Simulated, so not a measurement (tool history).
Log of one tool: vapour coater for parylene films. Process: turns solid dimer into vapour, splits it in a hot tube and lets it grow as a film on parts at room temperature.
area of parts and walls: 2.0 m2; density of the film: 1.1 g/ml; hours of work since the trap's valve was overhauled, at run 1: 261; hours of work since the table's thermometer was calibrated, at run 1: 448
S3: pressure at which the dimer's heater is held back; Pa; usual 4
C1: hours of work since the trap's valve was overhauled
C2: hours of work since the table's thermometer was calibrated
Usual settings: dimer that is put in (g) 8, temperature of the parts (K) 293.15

{"run": 1, "hour": 0.0, "dimer that is put in (g)": 8, "temperature of the parts (K)": 293.15, "S3": 4, "C1": 261, "C2": 448, "thickness of the film (um)": 2.36}
{"run": 2, "hour": 13.2, "dimer that is put in (g)": 8, "temperature of the parts (K)": 293.15, "S3": 4, "C1": 271, "C2": 459, "thickness of the film (um)": 2.32}
{"run": 3, "hour": 34.5, "dimer that is put in (g)": 8, "temperature of the parts (K)": 293.15, "S3": 4, "C1": 289, "C2": 476, "thickness of the film (um)": 2.32}
{"run": 4, "hour": 55.9, "dimer that is put in (g)": 8, "temperature of the parts (K)": 293.15, "S3": 4, "C1": 306, "C2": 493, "thickness of the film (um)": 2.31}
{"run": 5, "hour": 76.5, "dimer that is put in (g)": 8, "temperature of the parts (K)": 293.15, "S3": 4, "C1": 323, "C2": 510, "thickness of the film (um)": 2.31}
{"run": 6, "hour": 89.4, "dimer that is put in (g)": 8, "temperature of the parts (K)": 293.15, "S3": 4, "C1": 333, "C2": 520, "thickness of the film (um)": 2.29}
{"run": 7, "hour": 99.1, "dimer that is put in (g)": 8, "temperature of the parts (K)": 293.15, "S3": 4, "C1": 341, "C2": 528, "thickness of the film (um)": 2.28}
{"hour": 102.1, "done": "table's thermometer calibrated"}
{"run": 8, "hour": 120.8, "dimer that is put in (g)": 8, "temperature of the parts (K)": 293.15, "S3": 4, "C1": 358, "C2": 15, "thickness of the film (um)": 2.25}
{"run": 9, "hour": 140.4, "dimer that is put in (g)": 8, "temperature of the parts (K)": 293.15, "S3": 4, "C1": 374, "C2": 31, "thickness of the film (um)": 2.25}
{"hour": 149.3, "done": "table's thermometer calibrated, once more"}
{"run": 10, "hour": 154.8, "dimer that is put in (g)": 8, "temperature of the parts (K)": 293.15, "S3": 4, "C1": 385, "C2": 5, "thickness of the film (um)": 2.29}
{"run": 11, "hour": 169.6, "dimer that is put in (g)": 8, "temperature of the parts (K)": 293.15, "S3": 4, "C1": 397, "C2": 16, "thickness of the film (um)": 2.22}
{"hour": 177.9, "done": "trap's valve overhauled"}
{"run": 12, "hour": 192.3, "dimer that is put in (g)": 8, "temperature of the parts (K)": 293.15, "S3": 4, "C1": 12, "C2": 32, "thickness of the film (um)": 2.6}
{"run": 13, "hour": 212.1, "dimer that is put in (g)": 8, "temperature of the parts (K)": 293.15, "S3": 4, "C1": 28, "C2": 48, "thickness of the film (um)": 2.6}
{"run": 14, "hour": 231.5, "dimer that is put in (g)": 8, "temperature of the parts (K)": 293.15, "S3": 4, "C1": 43, "C2": 63, "thickness of the film (um)": 2.57}
{"run": 15, "hour": 247.7, "dimer that is put in (g)": 8, "temperature of the parts (K)": 293.15, "S3": 4, "C1": 57, "C2": 77, "thickness of the film (um)": 2.57}
{"run": 16, "hour": 260.2, "dimer that is put in (g)": 8, "temperature of the parts (K)": 293.15, "S3": 4, "C1": 67, "C2": 87, "thickness of the film (um)": 2.59}
{"run": 17, "hour": 277.2, "dimer that is put in (g)": 8, "temperature of the parts (K)": 293.15, "S3": 4, "C1": 80, "C2": 100, "thickness of the film (um)": 2.54}
{"run": 18, "hour": 291.4, "dimer that is put in (g)": 3, "temperature of the parts (K)": 292.15, "S3": 4, "C1": 92, "C2": 112, "thickness of the film (um)": 0.98}
{"run": 19, "hour": 301.0, "dimer that is put in (g)": 14, "temperature of the parts (K)": 293.15, "S3": 4, "C1": 100, "C2": 120, "thickness of the film (um)": 4.42}
{"run": 20, "hour": 323.1, "dimer that is put in (g)": 9, "temperature of the parts (K)": 292.15, "S3": 5.88, "C1": 118, "C2": 138, "thickness of the film (um)": 2.83}
{"run": 21, "hour": 341.8, "dimer that is put in (g)": 7, "temperature of the parts (K)": 292.15, "S3": 11.46, "C1": 133, "C2": 153, "thickness of the film (um)": 2.05}
{"run": 22, "hour": 352.1, "dimer that is put in (g)": 10, "temperature of the parts (K)": 291.15, "S3": 4.73, "C1": 141, "C2": 161, "thickness of the film (um)": 3.26}
{"run": 23, "hour": 363.8, "dimer that is put in (g)": 4, "temperature of the parts (K)": 289.15, "S3": 5.03, "C1": 151, "C2": 171, "thickness of the film (um)": 1.4}
{"run": 24, "hour": 382.3, "dimer that is put in (g)": 4, "temperature of the parts (K)": 289.15, "S3": 5.03, "C1": 166, "C2": 186, "thickness of the film (um)": 1.37}
{"run": 25, "hour": 400.3, "dimer that is put in (g)": 7, "temperature of the parts (K)": 293.15, "S3": 4, "C1": 180, "C2": 200, "thickness of the film (um)": 2.13}

How the hidden state differs across the entries between the runs, from the last listed run before each to the first after it:
Between runs 7 and 8: table's thermometer calibrated (hour 102.1)
  vapour lost through the trap's worn valve, %: 12.1 -> 12.7; true temperature of the parts over the reading, C: 0.42 -> 0.61
  measured less the result without the state, thickness of the film (um): -0.35 -> -0.38
Between runs 9 and 10: table's thermometer calibrated, once more (hour 149.3)
  vapour lost through the trap's worn valve, %: 13.2 -> 13.6; true temperature of the parts over the reading, C: 0.61 -> -0.08
  measured less the result without the state, thickness of the film (um): -0.39 -> -0.35
Between runs 11 and 12: trap's valve overhauled (hour 177.9)
  vapour lost through the trap's worn valve, %: 14 -> 1.2; true temperature of the parts over the reading, C: -0.08 -> -0.07
  measured less the result without the state, thickness of the film (um): -0.36 -> -0.02

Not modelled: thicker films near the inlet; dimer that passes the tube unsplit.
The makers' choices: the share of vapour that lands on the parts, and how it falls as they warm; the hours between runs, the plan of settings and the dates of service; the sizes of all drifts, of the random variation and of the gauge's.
